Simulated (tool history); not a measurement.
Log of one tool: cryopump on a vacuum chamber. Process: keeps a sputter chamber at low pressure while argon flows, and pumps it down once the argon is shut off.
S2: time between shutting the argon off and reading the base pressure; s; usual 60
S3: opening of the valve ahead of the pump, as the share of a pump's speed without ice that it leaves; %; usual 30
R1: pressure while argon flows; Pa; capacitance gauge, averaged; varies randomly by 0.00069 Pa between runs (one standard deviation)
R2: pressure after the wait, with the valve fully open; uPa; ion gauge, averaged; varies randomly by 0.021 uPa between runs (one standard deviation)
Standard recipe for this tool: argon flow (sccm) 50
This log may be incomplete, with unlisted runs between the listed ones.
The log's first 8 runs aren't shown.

{"run": 9, "hour": 110.2, "argon flow (sccm)": 50, "S2": 60, "S3": 40, "R1": 0.0921, "R2": 1.49}
{"run": 10, "hour": 129.2, "argon flow (sccm)": 50, "S2": 60, "S3": 30, "R1": 0.1216, "R2": 1.43}
{"run": 11, "hour": 142.9, "argon flow (sccm)": 50, "S2": 60, "S3": 30, "R1": 0.1225, "R2": 1.5}
{"run": 12, "hour": 156.2, "argon flow (sccm)": 50, "S2": 60, "S3": 30, "R1": 0.1235, "R2": 1.44}
{"run": 13, "hour": 168.0, "argon flow (sccm)": 50, "S2": 60, "S3": 30, "R1": 0.1225, "R2": 1.5}
{"run": 14, "hour": 186.0, "argon flow (sccm)": 50, "S2": 60, "S3": 30, "R1": 0.1231, "R2": 1.46}
{"run": 15, "hour": 205.0, "argon flow (sccm)": 50, "S2": 60, "S3": 30, "R1": 0.1225, "R2": 1.45}
{"run": 16, "hour": 220.4, "argon flow (sccm)": 20, "S2": 60, "S3": 34, "R1": 0.0441, "R2": 1.49}
{"run": 17, "hour": 232.3, "argon flow (sccm)": 47, "S2": 60, "S3": 30, "R1": 0.1147, "R2": 1.51}
{"run": 18, "hour": 251.3, "argon flow (sccm)": 50, "S2": 139, "S3": 49, "R1": 0.0755, "R2": 1.34}
{"run": 19, "hour": 268.3, "argon flow (sccm)": 50, "S2": 139, "S3": 49, "R1": 0.0756, "R2": 1.37}
{"run": 20, "hour": 283.3, "argon flow (sccm)": 61, "S2": 48, "S3": 22, "R1": 0.2025, "R2": 1.62}
{"run": 21, "hour": 292.4, "argon flow (sccm)": 25, "S2": 60, "S3": 20, "R1": 0.0918, "R2": 1.55}
{"run": 22, "hour": 306.7, "argon flow (sccm)": 25, "S2": 60, "S3": 20, "R1": 0.0916, "R2": 1.55}
{"run": 23, "hour": 318.1, "argon flow (sccm)": 25, "S2": 60, "S3": 20, "R1": 0.0914, "R2": 1.53}
{"run": 24, "hour": 329.3, "argon flow (sccm)": 25, "S2": 60, "S3": 20, "R1": 0.0922, "R2": 1.52}
{"run": 25, "hour": 343.9, "argon flow (sccm)": 50, "S2": 53, "S3": 19, "R1": 0.1915, "R2": 1.64}
{"run": 26, "hour": 358.4, "argon flow (sccm)": 50, "S2": 73, "S3": 53, "R1": 0.0699, "R2": 1.52}
{"run": 27, "hour": 372.1, "argon flow (sccm)": 79, "S2": 151, "S3": 31, "R1": 0.187, "R2": 1.47}
{"run": 28, "hour": 388.9, "argon flow (sccm)": 23, "S2": 60, "S3": 36, "R1": 0.0476, "R2": 1.63}
{"run": 29, "hour": 404.5, "argon flow (sccm)": 38, "S2": 170, "S3": 19, "R1": 0.1459, "R2": 1.42}
{"run": 30, "hour": 413.4, "argon flow (sccm)": 38, "S2": 161, "S3": 19, "R1": 0.1465, "R2": 1.41}

Below are 4 alternative next runs, each starting from the tool's condition after run 30. Predict each:
{"run": "A", "hour": 427.9, "argon flow (sccm)": 25, "S2": 41, "S3": 45, "R1": "?", "R2": "?"}
{"run": "B", "hour": 427.9, "argon flow (sccm)": 50, "S2": 60, "S3": 29, "R1": "?", "R2": "?"}
{"run": "C", "hour": 427.9, "argon flow (sccm)": 37, "S2": 161, "S3": 19, "R1": "?", "R2": "?"}
{"run": "D", "hour": 427.9, "argon flow (sccm)": 50, "S2": 60, "S3": 27, "R1": "?", "R2": "?"}

run=A R1=0.0417 R2=1.81
run=B R1=0.1272 R2=1.62
run=C R1=0.1433 R2=1.43
run=D R1=0.1368 R2=1.65
Take away the tool's hidden state, keep each run's random variation, and the runs would have read:
run=A R1=0.0403 R2=0.6
run=B R1=0.1244 R2=0.43
run=C R1=0.1412 R2=0.24
run=D R1=0.134 R2=0.45
